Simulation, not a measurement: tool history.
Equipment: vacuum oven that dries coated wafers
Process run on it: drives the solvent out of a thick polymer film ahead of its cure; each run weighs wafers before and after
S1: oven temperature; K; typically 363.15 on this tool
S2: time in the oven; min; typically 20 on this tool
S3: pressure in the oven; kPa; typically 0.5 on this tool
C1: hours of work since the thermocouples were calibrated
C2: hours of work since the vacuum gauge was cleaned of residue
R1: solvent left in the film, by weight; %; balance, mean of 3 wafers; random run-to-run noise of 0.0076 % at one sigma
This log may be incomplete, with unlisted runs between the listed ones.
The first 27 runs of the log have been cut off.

run    hour      S1  S2     S3   C1   C2     R1
 28   885.1  371.15  26  0.305   73  548  0.146
 29   920.1  371.15  26  0.305   91  566  0.151
 30   959.4  365.15  20    0.5  111  586  0.773
 31   996.4  349.15  28  0.408  129  605   2.22
 32  1029.4  378.15  20    0.5  146  621   0.13
 33  1057.9  378.15  20    0.5  161  636  0.135
 34  1102.8  360.15  13  0.739  183  658  3.021
 35  1144.3  360.15  13  0.739  204  679  3.026
 36    1187  360.15  13  0.739  226  701  3.016
 37  1217.6  360.15  13  0.739  241  716  3.032
 38  1264.9  360.15  13  0.739  265  740  3.031
 39  1297.5  358.15  11    0.5  281  757  4.205
 40  1316.9  358.15  11    0.5  291  766  4.205
 41  1362.6  358.15  11    0.5  314  789  4.203
 42  1382.8  358.15  25  1.604  325  800  1.395
 43  1412.8  360.15  32  0.548  340  815  0.518
 44  1439.6  349.15  15  1.137  353  828   5.16
 45  1471.9  364.15  20  1.137  370  845  1.037
 46  1513.7  374.15  24  1.137  391  866  0.246
 47  1543.9  374.15  15  0.629  406  881  0.562

Each row is a separate what-if for the run after 47, all from the same tool condition, not one after another. Results?
  A  1569.3  368.15  15  1.311  419  894   ?
  B  1569.3  367.15  20  0.598  419  894   ?
  C  1569.3  374.15  15   0.41  419  894   ?

run     R1
  A  1.276
  B  0.663
  C  0.531
What these runs would have given with no unlogged condition in the tool:
run     R1
  A   1.15
  B  0.566
  C  0.451
